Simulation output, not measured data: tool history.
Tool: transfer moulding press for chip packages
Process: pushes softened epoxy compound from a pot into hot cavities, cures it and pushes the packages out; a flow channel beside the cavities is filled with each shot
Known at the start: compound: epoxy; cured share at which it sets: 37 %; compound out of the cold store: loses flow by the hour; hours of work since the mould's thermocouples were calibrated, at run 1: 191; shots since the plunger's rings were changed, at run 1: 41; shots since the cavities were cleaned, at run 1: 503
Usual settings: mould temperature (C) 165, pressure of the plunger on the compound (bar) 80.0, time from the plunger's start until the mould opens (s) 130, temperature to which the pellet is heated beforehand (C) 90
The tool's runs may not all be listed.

| run | hour | mould temperature (C) | pressure of the plunger on the compound (bar) | time from the plunger's start until the mould opens (s) | temperature to which the pellet is heated beforehand (C) | hours of work since the mould's thermocouples were calibrated | shots since the plunger's rings were changed | shots since the cavities were cleaned | incoming compound's hours out of the cold store | length that the compound runs in the flow channel (mm) | greatest force on the pins that push the packages out (N) |
|---|---|---|---|---|---|---|---|---|---|---|---|
| 1 | 0.0 | 165 | 80.0 | 130 | 90 | 191 | 41 | 503 | 8.1 | 945 | 455 |
| 2 | 9.1 | 165 | 80.0 | 130 | 90 | 195 | 107 | 569 | 38.8 | 819 | 415 |
| 3 | 17.5 | 162 | 80.0 | 130 | 90 | 199 | 168 | 630 | 9.9 | 961 | 552 |
| 4 | 22.1 | 165 | 80.0 | 130 | 95 | 201 | 203 | 665 | 32.9 | 845 | 437 |
| 5 | 29.3 | 165 | 80.0 | 130 | 90 | 205 | 255 | 717 | 14.3 | 925 | 453 |
|  | 36.9 | cavities cleaned with cleaning compound and waxed |
| 6 | 40.5 | 165 | 80.0 | 130 | 90 | 209 | 326 | 26 | 28.3 | 857 | 441 |
| 7 | 50.0 | 165 | 80.0 | 130 | 93 | 214 | 395 | 95 | 10.7 | 929 | 444 |
| 8 | 57.5 | 165 | 80.0 | 130 | 93 | 217 | 451 | 151 | 25.7 | 871 | 435 |
| 9 | 65.2 | 165 | 80.0 | 130 | 93 | 221 | 507 | 207 | 30.8 | 845 | 436 |
| 10 | 76.8 | 165 | 80.0 | 130 | 93 | 227 | 592 | 292 | 8.9 | 942 | 468 |
| 11 | 81.7 | 165 | 80.0 | 130 | 93 | 229 | 628 | 328 | 21.4 | 893 | 436 |
| 12 | 93.2 | 165 | 80.0 | 116 | 90 | 234 | 712 | 412 | 41.9 | 813 | 503 |
| 13 | 104.1 | 165 | 80.0 | 117 | 90 | 239 | 791 | 491 | 18.2 | 907 | 536 |
| 14 | 110.6 | 165 | 80.0 | 130 | 82 | 242 | 839 | 539 | 44.2 | 803 | 438 |
| 15 | 121.9 | 169 | 69.3 | 139 | 91 | 248 | 922 | 622 | 29.1 | 778 | 381 |
| 16 | 133.1 | 172 | 95.5 | 139 | 90 | 253 | 1004 | 704 | 35.8 | 876 | 368 |
|  | 142.8 | cavities cleaned with cleaning compound and waxed |
| 17 | 145.6 | 161 | 80.0 | 130 | 90 | 258 | 1084 | 20 | 28.1 | 892 | 558 |
| 18 | 154.9 | 167 | 75.2 | 130 | 94 | 263 | 1153 | 89 | 37.3 | 783 | 398 |
| 19 | 163.0 | 171 | 77.0 | 110 | 94 | 267 | 1212 | 148 | 44.5 | 763 | 397 |
| 20 | 168.6 | 171 | 97.6 | 110 | 85 | 269 | 1253 | 189 | 47.3 | 842 | 419 |
| 21 | 175.0 | 171 | 79.6 | 126 | 85 | 272 | 1300 | 236 | 11.3 | 901 | 401 |
| 22 | 185.6 | 166 | 84.1 | 142 | 82 | 277 | 1377 | 313 | 16.2 | 932 | 390 |
| 23 | 196.1 | 166 | 84.1 | 142 | 82 | 282 | 1455 | 391 | 37.3 | 843 | 392 |
| 24 | 206.6 | 166 | 84.1 | 142 | 82 | 287 | 1531 | 467 | 12.2 | 940 | 378 |
| 25 | 217.4 | 166 | 84.1 | 142 | 82 | 292 | 1611 | 547 | 8.4 | 955 | 409 |
| 26 | 226.5 | 162 | 78.5 | 130 | 89 | 297 | 1677 | 613 | 30.4 | 869 | 521 |
| 27 | 231.9 | 165 | 76.9 | 130 | 90 | 299 | 1717 | 653 | 23.3 | 863 | 450 |
| 28 | 237.6 | 165 | 76.3 | 113 | 90 | 302 | 1758 | 694 | 35.8 | 814 | 522 |

3 ways to go on from here, each from the tool as it stands after run 28. What would each give?
| A | 244.2 | 164 | 76.2 | 113 | 96 | 305 | 1806 | 742 | 42.5 | ? | ? |
| B | 244.2 | 169 | 84.7 | 117 | 90 | 305 | 1806 | 742 | 26.5 | ? | ? |
| C | 244.2 | 165 | 76.3 | 113 | 90 | 305 | 1806 | 742 | 9.7 | ? | ? |

| run | length that the compound runs in the flow channel (mm) | greatest force on the pins that push the packages out (N) |
|---|---|---|
| A | 794 | 535 |
| B | 877 | 438 |
| C | 924 | 566 |
Without the tool's hidden state the same runs would have given:
| run | length that the compound runs in the flow channel (mm) | greatest force on the pins that push the packages out (N) |
|---|---|---|
| A | 795 | 529 |
| B | 878 | 433 |
| C | 924 | 559 |
